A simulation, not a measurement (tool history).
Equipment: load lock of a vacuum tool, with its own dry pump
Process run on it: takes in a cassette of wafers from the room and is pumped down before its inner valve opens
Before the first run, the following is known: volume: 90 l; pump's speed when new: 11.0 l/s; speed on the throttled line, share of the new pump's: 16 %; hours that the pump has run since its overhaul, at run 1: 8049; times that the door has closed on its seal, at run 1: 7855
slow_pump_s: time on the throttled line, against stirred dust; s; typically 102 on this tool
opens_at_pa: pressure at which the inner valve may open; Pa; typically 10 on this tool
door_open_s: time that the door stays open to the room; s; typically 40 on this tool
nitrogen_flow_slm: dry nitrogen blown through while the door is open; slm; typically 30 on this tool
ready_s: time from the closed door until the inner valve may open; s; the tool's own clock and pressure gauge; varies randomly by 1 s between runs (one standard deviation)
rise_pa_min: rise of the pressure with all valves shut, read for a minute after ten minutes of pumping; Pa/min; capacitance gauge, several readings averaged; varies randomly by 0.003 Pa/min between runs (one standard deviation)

run	hour	slow_pump_s	opens_at_pa	door_open_s	nitrogen_flow_slm	hours that the pump has run since its overhaul	times that the door has closed on its seal	incoming humidity of the room's air, %	ready_s	rise_pa_min
1	0.0	102	10	40	30	8049	7855	44.2	171.6	0.037
2	298.2	102	10	40	30	8347	8307	47.5	172.5	0.039
3	559.8	102	10	40	30	8609	8703	43.3	172.3	0.035
4	883.5	102	10	40	30	8932	9194	45.7	172.3	0.039
5	1315.0	193	10	40	30	9364	9848	42.7	246.6	0.038
6	1658.9	193	10	40	30	9708	10370	45.4	246.8	0.040
7	2014.5	193	12	40	30	10063	10909	43.8	245.0	0.049
8	2543.4	193	12	40	30	10592	11710	46.7	247.8	0.042
9	3037.4	193	12	40	30	11086	12459	42.6	248.4	0.048
10	3457.9	102	10	40	30	11507	13097	46.6	173.7	0.049
11	3704.9	102	10	40	30	11754	13471	43.2	176.0	0.052
12	4163.6	102	10	40	30	12213	14167	42.2	177.6	0.056
13	4656.2	102	9	40	30	12705	14913	43.7	180.3	0.060
14	5165.3	117	10	40	30	13214	15685	48.0	189.2	0.056
15	5602.3	102	10	40	30	13651	16348	48.1	177.7	0.063
# hour 5790.0: dry pump taken out, an overhauled one fitted
16	6094.7	102	10	40	30	305	17085	47.3	162.5	0.068
17	6430.1	102	10	40	30	640	17594	47.6	162.3	0.072
18	6963.3	102	10	40	30	1173	18402	45.1	162.7	0.068
19	7496.2	102	10	40	30	1706	19210	42.6	162.4	0.067
20	7784.7	102	10	40	30	1995	19647	45.2	162.7	0.078
21	8036.7	82	10	35	14	2247	20029	42.3	146.4	0.080
22	8417.7	100	9	67	10	2628	20607	43.8	162.7	0.100
23	8780.9	100	8	67	10	2991	21157	41.6	166.5	0.102
24	9210.0	100	8	74	29	3420	21808	46.2	165.7	0.101
25	9678.0	52	11	61	11	3888	22518	43.4	122.7	0.111
26	10054.6	55	11	91	4	4265	23088	41.3	124.8	0.125
27	10410.1	55	11	91	4	4620	23627	44.3	126.9	0.134
28	10838.0	97	16	118	4	5048	24276	44.1	159.8	0.155
29	11079.0	97	17	118	10	5289	24641	45.2	159.6	0.143
30	11437.1	97	17	118	10	5647	25184	42.2	158.2	0.145
31	11822.0	97	17	118	10	6032	25768	44.9	157.6	0.151
32	12291.7	153	10	38	5	6502	26480	47.6	211.2	0.123
33	12800.5	102	19	39	25	7010	27251	45.2	163.4	0.115
34	13289.7	102	19	39	25	7500	27993	46.3	163.3	0.119
35	13593.1	102	19	39	25	7803	28453	45.2	163.6	0.121
36	14044.6	185	10	40	44	8255	29137	40.2	241.9	0.114

5 options for the next run, each taken on its own from the tool as it stands now. Forecast them:
A	14363.2	102	10	94	18	8573	29620	44.1	?	?
B	14363.2	179	9	40	30	8573	29620	47.1	?	?
C	14363.2	102	12	109	4	8573	29620	42.4	?	?
D	14363.2	102	13	86	20	8573	29620	44.2	?	?
E	14363.2	102	16	40	11	8573	29620	44.3	?	?

run	ready_s	rise_pa_min
A	170.7	0.152
B	236.1	0.120
C	168.3	0.167
D	168.6	0.147
E	168.6	0.135
The same runs, with their run-to-run variation unchanged, on a tool lacking any hidden condition would have given:
run	ready_s	rise_pa_min
A	161.0	0.052
B	228.3	0.019
C	159.0	0.067
D	159.2	0.044
E	159.4	0.035

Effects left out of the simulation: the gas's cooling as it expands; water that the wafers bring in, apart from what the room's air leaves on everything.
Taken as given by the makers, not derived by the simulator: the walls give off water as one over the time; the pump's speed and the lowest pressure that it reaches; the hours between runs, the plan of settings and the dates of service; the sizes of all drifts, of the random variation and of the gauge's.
